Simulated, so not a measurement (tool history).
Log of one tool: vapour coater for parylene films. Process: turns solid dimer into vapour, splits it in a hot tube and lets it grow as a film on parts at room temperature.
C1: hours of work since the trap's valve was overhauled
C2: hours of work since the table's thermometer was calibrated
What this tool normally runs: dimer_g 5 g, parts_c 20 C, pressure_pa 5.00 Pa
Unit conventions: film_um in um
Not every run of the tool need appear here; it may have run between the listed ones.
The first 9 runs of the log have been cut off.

{"run": 10, "hour": 336.5, "dimer_g": 5, "parts_c": 13, "pressure_pa": 5.0, "C1": 258, "C2": 973, "film_um": 2.32}
{"run": 11, "hour": 372.1, "dimer_g": 5, "parts_c": 23, "pressure_pa": 5.0, "C1": 274, "C2": 989, "film_um": 1.5}
{"run": 12, "hour": 411.1, "dimer_g": 5, "parts_c": 23, "pressure_pa": 5.0, "C1": 291, "C2": 1006, "film_um": 1.48}
{"run": 13, "hour": 441.5, "dimer_g": 5, "parts_c": 20, "pressure_pa": 5.0, "C1": 304, "C2": 1020, "film_um": 1.67}
{"hour": 450.3, "done": "trap's valve overhauled"}
{"run": 14, "hour": 486.4, "dimer_g": 5, "parts_c": 19, "pressure_pa": 5.0, "C1": 16, "C2": 1038, "film_um": 1.83}
{"run": 15, "hour": 529.4, "dimer_g": 5, "parts_c": 19, "pressure_pa": 5.0, "C1": 35, "C2": 1057, "film_um": 1.85}
{"run": 16, "hour": 563.2, "dimer_g": 3, "parts_c": 29, "pressure_pa": 2.27, "C1": 50, "C2": 1072, "film_um": 0.79}
{"run": 17, "hour": 598.6, "dimer_g": 3, "parts_c": 29, "pressure_pa": 2.27, "C1": 66, "C2": 1088, "film_um": 0.77}
{"run": 18, "hour": 649.5, "dimer_g": 3, "parts_c": 29, "pressure_pa": 2.27, "C1": 89, "C2": 1111, "film_um": 0.74}
{"run": 19, "hour": 693.5, "dimer_g": 2, "parts_c": 29, "pressure_pa": 10.39, "C1": 108, "C2": 1130, "film_um": 0.43}
{"run": 20, "hour": 734.8, "dimer_g": 8, "parts_c": 26, "pressure_pa": 2.99, "C1": 127, "C2": 1149, "film_um": 2.25}
{"run": 21, "hour": 780.9, "dimer_g": 8, "parts_c": 27, "pressure_pa": 3.09, "C1": 147, "C2": 1169, "film_um": 2.12}
{"run": 22, "hour": 821.6, "dimer_g": 8, "parts_c": 27, "pressure_pa": 3.09, "C1": 165, "C2": 1187, "film_um": 2.11}
{"run": 23, "hour": 846.0, "dimer_g": 2, "parts_c": 15, "pressure_pa": 2.03, "C1": 176, "C2": 1198, "film_um": 0.93}
{"hour": 872.4, "done": "table's thermometer calibrated"}
{"run": 24, "hour": 882.6, "dimer_g": 8, "parts_c": 25, "pressure_pa": 4.99, "C1": 192, "C2": 5, "film_um": 2.28}
{"run": 25, "hour": 918.0, "dimer_g": 5, "parts_c": 20, "pressure_pa": 4.46, "C1": 208, "C2": 20, "film_um": 1.8}
{"run": 26, "hour": 954.0, "dimer_g": 2, "parts_c": 13, "pressure_pa": 5.9, "C1": 224, "C2": 36, "film_um": 0.95}
{"run": 27, "hour": 981.5, "dimer_g": 2, "parts_c": 13, "pressure_pa": 5.9, "C1": 236, "C2": 49, "film_um": 0.94}
{"run": 28, "hour": 1009.4, "dimer_g": 2, "parts_c": 24, "pressure_pa": 2.14, "C1": 249, "C2": 61, "film_um": 0.64}
{"run": 29, "hour": 1047.0, "dimer_g": 3, "parts_c": 23, "pressure_pa": 5.0, "C1": 265, "C2": 78, "film_um": 0.93}
{"run": 30, "hour": 1095.3, "dimer_g": 5, "parts_c": 20, "pressure_pa": 5.0, "C1": 287, "C2": 99, "film_um": 1.73}

Branching from run 30: 5 alternative next runs. What would each branch give?
{"run": "A", "hour": 1122.3, "dimer_g": 5, "parts_c": 20, "pressure_pa": 2.26, "C1": 299, "C2": 111, "film_um": "?"}
{"run": "B", "hour": 1122.3, "dimer_g": 3, "parts_c": 15, "pressure_pa": 4.42, "C1": 299, "C2": 111, "film_um": "?"}
{"run": "C", "hour": 1122.3, "dimer_g": 7, "parts_c": 20, "pressure_pa": 2.99, "C1": 299, "C2": 111, "film_um": "?"}
{"run": "D", "hour": 1122.3, "dimer_g": 5, "parts_c": 20, "pressure_pa": 4.54, "C1": 299, "C2": 111, "film_um": "?"}
{"run": "E", "hour": 1122.3, "dimer_g": 3, "parts_c": 20, "pressure_pa": 5.0, "C1": 299, "C2": 111, "film_um": "?"}

run=A film_um=1.85
run=B film_um=1.32
run=C film_um=2.56
run=D film_um=1.77
run=E film_um=1.05
Without the tool's unlogged condition, the same runs would have read:
run=A film_um=1.94
run=B film_um=1.38
run=C film_um=2.67
run=D film_um=1.84
run=E film_um=1.09
